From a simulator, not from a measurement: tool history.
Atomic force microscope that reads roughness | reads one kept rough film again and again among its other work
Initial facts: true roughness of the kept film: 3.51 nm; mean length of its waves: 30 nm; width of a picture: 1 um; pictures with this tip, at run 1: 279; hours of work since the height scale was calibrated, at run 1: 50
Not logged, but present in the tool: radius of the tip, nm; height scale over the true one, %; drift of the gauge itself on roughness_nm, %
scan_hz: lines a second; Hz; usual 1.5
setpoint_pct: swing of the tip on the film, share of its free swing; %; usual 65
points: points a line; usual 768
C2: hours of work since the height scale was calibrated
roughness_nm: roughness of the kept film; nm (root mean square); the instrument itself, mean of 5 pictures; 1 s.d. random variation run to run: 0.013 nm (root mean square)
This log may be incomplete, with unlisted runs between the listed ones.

Run 1, hour 0: usual settings; pictures with this tip 279; C2 50. Result: roughness_nm 2.455 nm (root mean square).
Run 2, hour 9.1: usual settings; pictures with this tip 294; C2 55. Result: roughness_nm 2.407 nm (root mean square).
Run 3, hour 14.4: usual settings; pictures with this tip 304; C2 57. Result: roughness_nm 2.402 nm (root mean square).
Run 4, hour 21.7: usual settings; pictures with this tip 316; C2 61. Result: roughness_nm 2.375 nm (root mean square).
Run 5, hour 33.1: usual settings; pictures with this tip 336; C2 67. Result: roughness_nm 2.319 nm (root mean square).
Run 6, hour 40.7: usual settings; pictures with this tip 349; C2 71. Result: roughness_nm 2.339 nm (root mean square).
At hour 44: new tip fitted.
Run 7, hour 48.5: usual settings but points 416; pictures with this tip 8; C2 75. Result: roughness_nm 3.048 nm (root mean square).
Run 8, hour 58.6: usual settings but scan_hz 1.71 Hz, points 416; pictures with this tip 25; C2 81. Result: roughness_nm 2.985 nm (root mean square).
Run 9, hour 65.3: usual settings; pictures with this tip 37; C2 84. Result: roughness_nm 2.973 nm (root mean square).
At hour 67: height scale calibrated on a step standard.
Run 10, hour 73.8: usual settings; pictures with this tip 49; C2 4. Result: roughness_nm 2.935 nm (root mean square).
Run 11, hour 83.5: usual settings but scan_hz 1.28 Hz, setpoint_pct 66 %, points 677; pictures with this tip 66; C2 9. Result: roughness_nm 2.899 nm (root mean square).
Run 12, hour 90.3: usual settings but setpoint_pct 55 %, points 830; pictures with this tip 78; C2 12. Result: roughness_nm 2.869 nm (root mean square).
Run 13, hour 98.8: usual settings but setpoint_pct 72 %, points 404; pictures with this tip 93; C2 17. Result: roughness_nm 2.78 nm (root mean square).
At hour 100.8: height scale calibrated on a step standard, once more.
Run 14, hour 109.6: usual settings but scan_hz 1.83 Hz, setpoint_pct 87 %, points 288; pictures with this tip 109; C2 5. Result: roughness_nm 2.601 nm (root mean square).
Run 15, hour 116.5: usual settings but setpoint_pct 77 %, points 702; pictures with this tip 121; C2 8. Result: roughness_nm 2.717 nm (root mean square).
Run 16, hour 128: usual settings but scan_hz 3.66 Hz, setpoint_pct 84 %, points 853; pictures with this tip 141; C2 14. Result: roughness_nm 2.416 nm (root mean square).
Run 17, hour 136.3: usual settings but scan_hz 1.22 Hz, setpoint_pct 71 %, points 868; pictures with this tip 156; C2 19. Result: roughness_nm 2.656 nm (root mean square).
Run 18, hour 146.3: usual settings but scan_hz 1.22 Hz, setpoint_pct 71 %, points 868; pictures with this tip 173; C2 24. Result: roughness_nm 2.634 nm (root mean square).
Run 19, hour 152.7: usual settings but scan_hz 3.42 Hz, setpoint_pct 71 %, points 327; pictures with this tip 184; C2 28. Result: roughness_nm 2.476 nm (root mean square).

Table of differences, measured result less the result of that run with no hidden state. Run-to-run variation is the same in both. Gauge scatter possibly is not:
run  roughness_nm
  1        -0.651
  2        -0.676
  3        -0.697
  4        -0.714
  5        -0.749
  6        -0.786
  7        -0.044
  8        -0.097
  9        -0.136
 10        -0.167
 11        -0.215
 12        -0.247
 13        -0.282
 14        -0.302
 15        -0.348
 16        -0.358
 17        -0.433
 18        -0.476
 19        -0.479

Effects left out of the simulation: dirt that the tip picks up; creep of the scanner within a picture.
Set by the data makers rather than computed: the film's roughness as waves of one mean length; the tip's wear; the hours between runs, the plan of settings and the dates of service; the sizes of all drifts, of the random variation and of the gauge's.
